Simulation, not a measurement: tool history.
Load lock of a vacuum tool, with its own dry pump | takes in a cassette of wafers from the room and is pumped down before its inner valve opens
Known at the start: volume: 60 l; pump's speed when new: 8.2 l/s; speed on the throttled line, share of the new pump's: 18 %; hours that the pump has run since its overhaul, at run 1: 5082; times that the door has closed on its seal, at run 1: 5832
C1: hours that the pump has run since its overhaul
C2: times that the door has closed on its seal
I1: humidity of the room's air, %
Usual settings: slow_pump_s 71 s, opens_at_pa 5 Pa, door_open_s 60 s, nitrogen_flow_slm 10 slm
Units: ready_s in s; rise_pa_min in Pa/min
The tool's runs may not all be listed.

Run 1, day 0: usual settings; C1 5082; C2 5832; I1 42.5. Result: ready_s 134.3 s, rise_pa_min 0.041 Pa/min.
Run 2, day 6.2: usual settings but slow_pump_s 109 s; C1 5231; C2 6177; I1 43.1. Result: ready_s 165.3 s, rise_pa_min 0.046 Pa/min.
Run 3, day 11.142: usual settings but slow_pump_s 109 s; C1 5350; C2 6452; I1 44.8. Result: ready_s 162.7 s, rise_pa_min 0.045 Pa/min.
Run 4, day 16.625: usual settings but slow_pump_s 109 s; C1 5481; C2 6758; I1 45.7. Result: ready_s 161.8 s, rise_pa_min 0.047 Pa/min.
Run 5, day 21.112: usual settings but slow_pump_s 109 s; C1 5589; C2 7007; I1 45.8. Result: ready_s 164.8 s, rise_pa_min 0.042 Pa/min.
Run 6, day 26.554: usual settings but slow_pump_s 41 s; C1 5720; C2 7310; I1 44.5. Result: ready_s 109.6 s, rise_pa_min 0.044 Pa/min.
Run 7, day 30: usual settings but nitrogen_flow_slm 15 slm; C1 5802; C2 7502; I1 45.2. Result: ready_s 133.1 s, rise_pa_min 0.046 Pa/min.
Run 8, day 33.208: usual settings; C1 5879; C2 7680; I1 43.9. Result: ready_s 133.8 s, rise_pa_min 0.047 Pa/min.
Run 9, day 39.333: usual settings; C1 6026; C2 8021; I1 46.3. Result: ready_s 134.6 s, rise_pa_min 0.047 Pa/min.
Run 10, day 42.204: usual settings but nitrogen_flow_slm 28 slm; C1 6095; C2 8181; I1 47.3. Result: ready_s 133.8 s, rise_pa_min 0.036 Pa/min.
Run 11, day 48.429: usual settings but nitrogen_flow_slm 28 slm; C1 6245; C2 8528; I1 44.5. Result: ready_s 134.8 s, rise_pa_min 0.039 Pa/min.
Run 12, day 51.412: usual settings but nitrogen_flow_slm 28 slm; C1 6316; C2 8693; I1 46.8. Result: ready_s 135.2 s, rise_pa_min 0.04 Pa/min.
Run 13, day 56.783: usual settings but nitrogen_flow_slm 28 slm; C1 6445; C2 8992; I1 43.5. Result: ready_s 134.1 s, rise_pa_min 0.039 Pa/min.
Run 14, day 60.671: usual settings; C1 6538; C2 9209; I1 45.4. Result: ready_s 134.5 s, rise_pa_min 0.051 Pa/min.
Run 15, day 65.412: usual settings; C1 6652; C2 9473; I1 43.8. Result: ready_s 134.9 s, rise_pa_min 0.054 Pa/min.
Run 16, day 70.562: usual settings; C1 6776; C2 9759; I1 45.8. Result: ready_s 134.1 s, rise_pa_min 0.051 Pa/min.
Run 17, day 76.742: usual settings; C1 6924; C2 10103; I1 41.6. Result: ready_s 133.9 s, rise_pa_min 0.05 Pa/min.
Run 18, day 79.675: usual settings; C1 6995; C2 10266; I1 42.8. Result: ready_s 134 s, rise_pa_min 0.053 Pa/min.
Run 19, day 83.167: usual settings but slow_pump_s 79 s, opens_at_pa 8 Pa, door_open_s 50 s, nitrogen_flow_slm 5 slm; C1 7078; C2 10461; I1 43.2. Result: ready_s 138.2 s, rise_pa_min 0.053 Pa/min.
Run 20, day 87.792: usual settings but slow_pump_s 79 s, opens_at_pa 8 Pa, door_open_s 50 s, nitrogen_flow_slm 11 slm; C1 7189; C2 10718; I1 45.2. Result: ready_s 139 s, rise_pa_min 0.045 Pa/min.
Run 21, day 91.058: usual settings but slow_pump_s 79 s, opens_at_pa 8 Pa, door_open_s 50 s, nitrogen_flow_slm 11 slm; C1 7268; C2 10900; I1 44.1. Result: ready_s 138 s, rise_pa_min 0.047 Pa/min.
Run 22, day 94.088: usual settings but slow_pump_s 79 s, opens_at_pa 8 Pa, door_open_s 50 s, nitrogen_flow_slm 11 slm; C1 7340; C2 11068; I1 43.8. Result: ready_s 138.9 s, rise_pa_min 0.052 Pa/min.
Run 23, day 100.558: usual settings but slow_pump_s 70 s, opens_at_pa 7 Pa, nitrogen_flow_slm 6 slm; C1 7496; C2 11429; I1 42.7. Result: ready_s 131.9 s, rise_pa_min 0.054 Pa/min.
Run 24, day 104.962: usual settings but slow_pump_s 99 s, door_open_s 34 s; C1 7601; C2 11673; I1 46.5. Result: ready_s 157.8 s, rise_pa_min 0.039 Pa/min.
Run 25, day 110.638: usual settings but slow_pump_s 38 s, nitrogen_flow_slm 7 slm; C1 7738; C2 11989; I1 43.2. Result: ready_s 109.6 s, rise_pa_min 0.052 Pa/min.
Run 26, day 117.017: usual settings but opens_at_pa 9 Pa, door_open_s 64 s; C1 7891; C2 12344; I1 47.3. Result: ready_s 130.6 s, rise_pa_min 0.058 Pa/min.
Run 27, day 121.417: usual settings but slow_pump_s 101 s, opens_at_pa 9 Pa, door_open_s 45 s; C1 7996; C2 12589; I1 48. Result: ready_s 153.5 s, rise_pa_min 0.054 Pa/min.
Run 28, day 125.212: usual settings but slow_pump_s 39 s, opens_at_pa 9 Pa, door_open_s 45 s; C1 8088; C2 12801; I1 43.6. Result: ready_s 104.8 s, rise_pa_min 0.056 Pa/min.
Run 29, day 129.254: usual settings but slow_pump_s 39 s, opens_at_pa 9 Pa, door_open_s 45 s; C1 8184; C2 13025; I1 44.7. Result: ready_s 104.9 s, rise_pa_min 0.052 Pa/min.
Run 30, day 135.792: usual settings but slow_pump_s 39 s, opens_at_pa 9 Pa, door_open_s 45 s; C1 8341; C2 13389; I1 40.8. Result: ready_s 106 s, rise_pa_min 0.055 Pa/min.
Run 31, day 141.596: usual settings but opens_at_pa 9 Pa, door_open_s 72 s; C1 8481; C2 13712; I1 45.8. Result: ready_s 131.4 s, rise_pa_min 0.062 Pa/min.
Run 32, day 147.383: usual settings but slow_pump_s 51 s, door_open_s 66 s, nitrogen_flow_slm 14 slm; C1 8620; C2 14034; I1 43.4. Result: ready_s 121.4 s, rise_pa_min 0.065 Pa/min.
Run 33, day 151.142: usual settings but slow_pump_s 51 s, door_open_s 66 s, nitrogen_flow_slm 14 slm; C1 8710; C2 14243; I1 44.7. Result: ready_s 120.4 s, rise_pa_min 0.053 Pa/min.
Run 34, day 154.708: usual settings but slow_pump_s 51 s, door_open_s 66 s, nitrogen_flow_slm 14 slm; C1 8795; C2 14442; I1 43.1. Result: ready_s 122.4 s, rise_pa_min 0.062 Pa/min.
Run 35, day 158.446: usual settings but slow_pump_s 78 s, door_open_s 114 s, nitrogen_flow_slm 5 slm; C1 8885; C2 14650; I1 45.3. Result: ready_s 141.8 s, rise_pa_min 0.092 Pa/min.
Run 36, day 163.488: usual settings but slow_pump_s 72 s, door_open_s 114 s, nitrogen_flow_slm 5 slm; C1 9006; C2 14931; I1 44.2. Result: ready_s 138.4 s, rise_pa_min 0.084 Pa/min.

3 ways to go on from here, each from the tool as it stands after run 36. What would each give?
Run A, day 168.75: usual settings but slow_pump_s 72 s, door_open_s 114 s, nitrogen_flow_slm 32 slm; C1 9132; C2 15223; I1 41.9. Result: ready_s ?, rise_pa_min ?.
Run B, day 168.75: usual settings; C1 9132; C2 15223; I1 41.3. Result: ready_s ?, rise_pa_min ?.
Run C, day 168.75: usual settings but opens_at_pa 7 Pa; C1 9132; C2 15223; I1 44.7. Result: ready_s ?, rise_pa_min ?.

run  ready_s  rise_pa_min
  A    139.2        0.073
  B    136.6        0.063
  C      132        0.069
Without the tool's hidden state the same runs would have given:
run  ready_s  rise_pa_min
  A    133.7        0.038
  B    131.1        0.028
  C      127        0.034

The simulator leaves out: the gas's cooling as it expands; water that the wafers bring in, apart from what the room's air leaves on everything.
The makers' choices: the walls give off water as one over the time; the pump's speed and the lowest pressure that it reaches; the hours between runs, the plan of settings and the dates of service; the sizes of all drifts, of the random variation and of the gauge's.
